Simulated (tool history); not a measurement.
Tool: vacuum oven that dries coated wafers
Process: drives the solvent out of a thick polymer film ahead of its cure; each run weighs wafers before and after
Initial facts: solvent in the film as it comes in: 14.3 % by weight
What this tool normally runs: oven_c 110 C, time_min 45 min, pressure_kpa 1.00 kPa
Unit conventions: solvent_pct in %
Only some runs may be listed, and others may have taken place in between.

run 1 day=0.000 | oven_c=110 time_min=45 pressure_kpa=1.00 | solvent_pct=1.67
run 2 day=0.862 | oven_c=113 time_min=45 pressure_kpa=1.00 | solvent_pct=1.26
run 3 day=1.938 | oven_c=110 time_min=45 pressure_kpa=1.00 | solvent_pct=1.73
run 4 day=2.917 | oven_c=110 time_min=45 pressure_kpa=1.00 | solvent_pct=1.69
run 5 day=4.112 | oven_c=110 time_min=45 pressure_kpa=1.00 | solvent_pct=1.69
run 6 day=4.925 | oven_c=110 time_min=45 pressure_kpa=1.00 | solvent_pct=1.67
run 7 day=6.192 | oven_c=110 time_min=45 pressure_kpa=1.00 | solvent_pct=1.68
run 8 day=6.771 | oven_c=110 time_min=45 pressure_kpa=1.00 | solvent_pct=1.67
run 9 day=8.050 | oven_c=110 time_min=49 pressure_kpa=1.00 | solvent_pct=1.44
run 10 day=8.654 | oven_c=110 time_min=49 pressure_kpa=1.00 | solvent_pct=1.43
run 11 day=9.317 | oven_c=110 time_min=37 pressure_kpa=1.00 | solvent_pct=2.26
run 12 day=9.929 | oven_c=124 time_min=45 pressure_kpa=1.00 | solvent_pct=0.39
run 13 day=11.142 | oven_c=107 time_min=44 pressure_kpa=1.00 | solvent_pct=2.30
run 14 day=11.788 | oven_c=107 time_min=44 pressure_kpa=1.00 | solvent_pct=2.31
run 15 day=12.783 | oven_c=107 time_min=44 pressure_kpa=1.00 | solvent_pct=2.27
run 16 day=13.958 | oven_c=116 time_min=37 pressure_kpa=0.80 | solvent_pct=1.11
run 17 day=14.921 | oven_c=122 time_min=67 pressure_kpa=2.44 | solvent_pct=0.70
run 18 day=16.025 | oven_c=110 time_min=45 pressure_kpa=1.07 | solvent_pct=1.59
run 19 day=17.117 | oven_c=124 time_min=45 pressure_kpa=2.30 | solvent_pct=0.66
run 20 day=18.283 | oven_c=124 time_min=45 pressure_kpa=2.30 | solvent_pct=0.72

Put back what was entered between runs (2 entries, withheld): which listed runs does each sit between, and how does the hidden state differ from the listed run before to the listed run after?
After run 12, before run 13: vacuum gauge cleaned of residue and calibrated (day 10.079)
  true wafer temperature over the reading, C: 1.75 -> 1.78; true pressure over the reading, kPa: 0.126 -> 0.152
  what was measured, less what the result would be without the hidden state, solvent_pct: -0.03 -> -0.33 %
After run 15, before run 16: vacuum gauge cleaned of residue and calibrated, once more (day 13.062)
  true wafer temperature over the reading, C: 1.83 -> 1.86; true pressure over the reading, kPa: 0.16 -> 0.009
  what was measured, less what the result would be without the hidden state, solvent_pct: -0.33 -> -0.26 %
